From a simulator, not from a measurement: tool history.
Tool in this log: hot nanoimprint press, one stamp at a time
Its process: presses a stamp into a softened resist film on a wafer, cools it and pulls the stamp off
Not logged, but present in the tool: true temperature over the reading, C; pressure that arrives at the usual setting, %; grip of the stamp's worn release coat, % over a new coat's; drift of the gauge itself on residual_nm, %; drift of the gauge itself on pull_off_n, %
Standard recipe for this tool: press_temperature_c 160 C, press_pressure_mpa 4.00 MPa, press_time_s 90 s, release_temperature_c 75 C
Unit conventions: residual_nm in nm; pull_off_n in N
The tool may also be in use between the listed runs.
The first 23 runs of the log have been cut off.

run,hour,press_temperature_c,press_pressure_mpa,press_time_s,release_temperature_c,hours of work since the thermocouple was calibrated,imprints on the stamp's release coat,hours of work since the press's seals were changed,residual_nm,pull_off_n
# hour 844.8: stamp cleaned and given a new release coat
24,854.7,155,3.59,90,62,220,27,144,131.3,256
25,889.9,155,3.59,90,62,243,126,166,136.5,265
26,922.5,155,3.59,90,62,264,217,187,133.5,271
27,949.6,155,3.59,71,81,281,293,205,143.3,186
28,984.6,155,3.59,71,81,303,391,227,142.3,194
29,1005.0,155,3.59,71,81,317,448,240,143.1,190
30,1049.9,167,3.59,92,81,345,574,269,85.4,208
31,1084.6,160,4.00,69,75,368,671,292,115.9,240

3 options for the next run, each taken on its own from the tool as it stands now. Forecast them:
# hour 1094.7: plate thermocouple calibrated
A,1123.7,160,6.37,90,75,19,773,315,?,?
# hour 1094.7: plate thermocouple calibrated
B,1123.7,160,2.44,55,75,19,773,315,?,?
# hour 1094.7: plate thermocouple calibrated
C,1123.7,160,4.00,69,80,19,773,315,?,?

run,residual_nm,pull_off_n
A,79.2,239
B,146.1,238
C,111.5,216
With the hidden condition removed and each run's random variation left untouched, the same runs would have given:
run,residual_nm,pull_off_n
A,76.8,191
B,144.6,190
C,109.5,172

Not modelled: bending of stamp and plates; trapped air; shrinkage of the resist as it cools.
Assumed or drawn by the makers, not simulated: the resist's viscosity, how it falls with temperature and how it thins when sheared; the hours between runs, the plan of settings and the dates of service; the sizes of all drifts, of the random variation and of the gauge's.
